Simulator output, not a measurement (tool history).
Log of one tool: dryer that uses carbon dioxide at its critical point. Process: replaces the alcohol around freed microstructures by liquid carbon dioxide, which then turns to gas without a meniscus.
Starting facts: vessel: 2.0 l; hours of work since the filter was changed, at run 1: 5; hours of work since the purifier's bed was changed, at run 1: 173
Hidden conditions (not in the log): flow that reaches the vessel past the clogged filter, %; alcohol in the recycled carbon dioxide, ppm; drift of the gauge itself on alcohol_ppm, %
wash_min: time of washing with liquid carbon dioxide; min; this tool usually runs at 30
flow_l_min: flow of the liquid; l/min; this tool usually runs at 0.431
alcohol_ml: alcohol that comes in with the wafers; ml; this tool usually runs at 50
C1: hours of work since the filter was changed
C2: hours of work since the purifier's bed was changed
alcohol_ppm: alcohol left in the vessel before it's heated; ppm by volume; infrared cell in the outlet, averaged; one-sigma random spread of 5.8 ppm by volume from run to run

{"run": 1, "hour": 0.0, "wash_min": 30, "flow_l_min": 0.431, "alcohol_ml": 50, "C1": 5, "C2": 173, "alcohol_ppm": 237}
{"run": 2, "hour": 6.0, "wash_min": 30, "flow_l_min": 0.506, "alcohol_ml": 50, "C1": 8, "C2": 176, "alcohol_ppm": 124}
{"run": 3, "hour": 10.3, "wash_min": 30, "flow_l_min": 0.42, "alcohol_ml": 50, "C1": 11, "C2": 178, "alcohol_ppm": 271}
{"run": 4, "hour": 15.2, "wash_min": 30, "flow_l_min": 0.431, "alcohol_ml": 50, "C1": 13, "C2": 181, "alcohol_ppm": 258}
{"run": 5, "hour": 22.6, "wash_min": 30, "flow_l_min": 0.431, "alcohol_ml": 50, "C1": 18, "C2": 185, "alcohol_ppm": 241}
{"run": 6, "hour": 30.7, "wash_min": 30, "flow_l_min": 0.431, "alcohol_ml": 50, "C1": 22, "C2": 190, "alcohol_ppm": 251}
{"run": 7, "hour": 39.9, "wash_min": 30, "flow_l_min": 0.526, "alcohol_ml": 50, "C1": 27, "C2": 195, "alcohol_ppm": 114}
{"run": 8, "hour": 44.9, "wash_min": 29, "flow_l_min": 0.431, "alcohol_ml": 50, "C1": 30, "C2": 198, "alcohol_ppm": 294}
{"run": 9, "hour": 49.9, "wash_min": 29, "flow_l_min": 0.431, "alcohol_ml": 50, "C1": 33, "C2": 201, "alcohol_ppm": 300}
{"run": 10, "hour": 55.1, "wash_min": 31, "flow_l_min": 0.56, "alcohol_ml": 113, "C1": 36, "C2": 204, "alcohol_ppm": 149}
{"run": 11, "hour": 64.5, "wash_min": 31, "flow_l_min": 0.56, "alcohol_ml": 113, "C1": 42, "C2": 209, "alcohol_ppm": 147}
{"run": 12, "hour": 71.5, "wash_min": 38, "flow_l_min": 0.289, "alcohol_ml": 113, "C1": 45, "C2": 213, "alcohol_ppm": 979}
{"run": 13, "hour": 79.5, "wash_min": 38, "flow_l_min": 0.289, "alcohol_ml": 113, "C1": 50, "C2": 218, "alcohol_ppm": 970}
{"run": 14, "hour": 84.8, "wash_min": 33, "flow_l_min": 0.412, "alcohol_ml": 30, "C1": 53, "C2": 221, "alcohol_ppm": 154}
{"run": 15, "hour": 91.2, "wash_min": 20, "flow_l_min": 0.708, "alcohol_ml": 77, "C1": 57, "C2": 224, "alcohol_ppm": 277}
{"run": 16, "hour": 96.4, "wash_min": 30, "flow_l_min": 0.431, "alcohol_ml": 37, "C1": 60, "C2": 227, "alcohol_ppm": 222}

Each row is a separate what-if for the run after 16, all from the same tool condition, not one after another. Results?
{"run": "A", "hour": 104.1, "wash_min": 41, "flow_l_min": 0.476, "alcohol_ml": 87, "C1": 64, "C2": 232, "alcohol_ppm": "?"}
{"run": "B", "hour": 104.1, "wash_min": 26, "flow_l_min": 0.629, "alcohol_ml": 50, "C1": 64, "C2": 232, "alcohol_ppm": "?"}
{"run": "C", "hour": 104.1, "wash_min": 28, "flow_l_min": 0.431, "alcohol_ml": 37, "C1": 64, "C2": 232, "alcohol_ppm": "?"}
{"run": "D", "hour": 104.1, "wash_min": 30, "flow_l_min": 0.431, "alcohol_ml": 69, "C1": 64, "C2": 232, "alcohol_ppm": "?"}
{"run": "E", "hour": 104.1, "wash_min": 30, "flow_l_min": 0.431, "alcohol_ml": 33, "C1": 64, "C2": 232, "alcohol_ppm": "?"}

run=A alcohol_ppm=94
run=B alcohol_ppm=130
run=C alcohol_ppm=275
run=D alcohol_ppm=344
run=E alcohol_ppm=194
Without the tool's hidden state the same runs would have given:
run=A alcohol_ppm=37
run=B alcohol_ppm=70
run=C alcohol_ppm=207
run=D alcohol_ppm=271
run=E alcohol_ppm=131

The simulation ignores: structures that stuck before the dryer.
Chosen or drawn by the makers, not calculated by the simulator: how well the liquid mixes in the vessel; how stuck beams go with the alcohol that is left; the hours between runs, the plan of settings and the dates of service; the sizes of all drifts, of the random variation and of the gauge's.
